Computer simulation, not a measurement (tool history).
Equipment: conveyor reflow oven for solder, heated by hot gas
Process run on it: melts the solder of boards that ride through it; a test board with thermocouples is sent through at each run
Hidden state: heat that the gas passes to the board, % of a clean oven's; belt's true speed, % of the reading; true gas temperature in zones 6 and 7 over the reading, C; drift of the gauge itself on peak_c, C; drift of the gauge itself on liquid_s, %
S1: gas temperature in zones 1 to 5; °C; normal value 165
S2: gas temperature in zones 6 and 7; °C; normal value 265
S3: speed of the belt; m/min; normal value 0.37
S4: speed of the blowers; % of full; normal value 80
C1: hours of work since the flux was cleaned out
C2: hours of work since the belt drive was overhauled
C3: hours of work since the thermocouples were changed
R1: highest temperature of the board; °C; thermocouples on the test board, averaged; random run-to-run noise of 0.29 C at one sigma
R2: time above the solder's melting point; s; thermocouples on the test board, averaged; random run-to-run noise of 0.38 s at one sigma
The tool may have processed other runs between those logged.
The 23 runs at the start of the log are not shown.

-- hour=1021.1 flux residue cleaned out of gas plates and filters
run 24 hour=1058.7 | S1=165 S2=258 S3=0.322 S4=81 | C1=25 C2=717 C3=787 | R1=247.2 R2=76.9
-- hour=1071.4 thermocouples of zones 6 and 7 changed
run 25 hour=1107.9 | S1=165 S2=258 S3=0.322 S4=81 | C1=56 C2=748 C3=24 | R1=245 R2=73.6
run 26 hour=1144.9 | S1=165 S2=265 S3=0.37 S4=69 | C1=80 C2=773 C3=48 | R1=243.8 R2=59.7
run 27 hour=1200.9 | S1=179 S2=258 S3=0.357 S4=51 | C1=117 C2=810 C3=85 | R1=237.4 R2=57.5
run 28 hour=1267.3 | S1=177 S2=272 S3=0.384 S4=53 | C1=161 C2=853 C3=129 | R1=246 R2=62.9
run 29 hour=1332.2 | S1=178 S2=273 S3=0.35 S4=80 | C1=204 C2=896 C3=172 | R1=256.8 R2=83.9
run 30 hour=1393.9 | S1=178 S2=273 S3=0.35 S4=80 | C1=244 C2=937 C3=213 | R1=256.4 R2=84.1
run 31 hour=1440.7 | S1=165 S2=268 S3=0.384 S4=80 | C1=275 C2=968 C3=243 | R1=245.9 R2=60.4

Below are 3 alternative next runs, each starting from the tool's condition after run 31. Predict each:
run A hour=1493.5 | S1=165 S2=265 S3=0.366 S4=53 | C1=310 C2=1002 C3=278 | R1=? R2=?
run B hour=1493.5 | S1=165 S2=268 S3=0.37 S4=64 | C1=310 C2=1002 C3=278 | R1=? R2=?
run C hour=1493.5 | S1=175 S2=267 S3=0.384 S4=73 | C1=310 C2=1002 C3=278 | R1=? R2=?

run=A R1=238.6 R2=51
run=B R1=244 R2=59.4
run=C R1=246.5 R2=64.2
With no hidden state in the tool, these same runs would have given:
run=A R1=239.3 R2=51.3
run=B R1=245 R2=59.6
run=C R1=247.5 R2=64.3
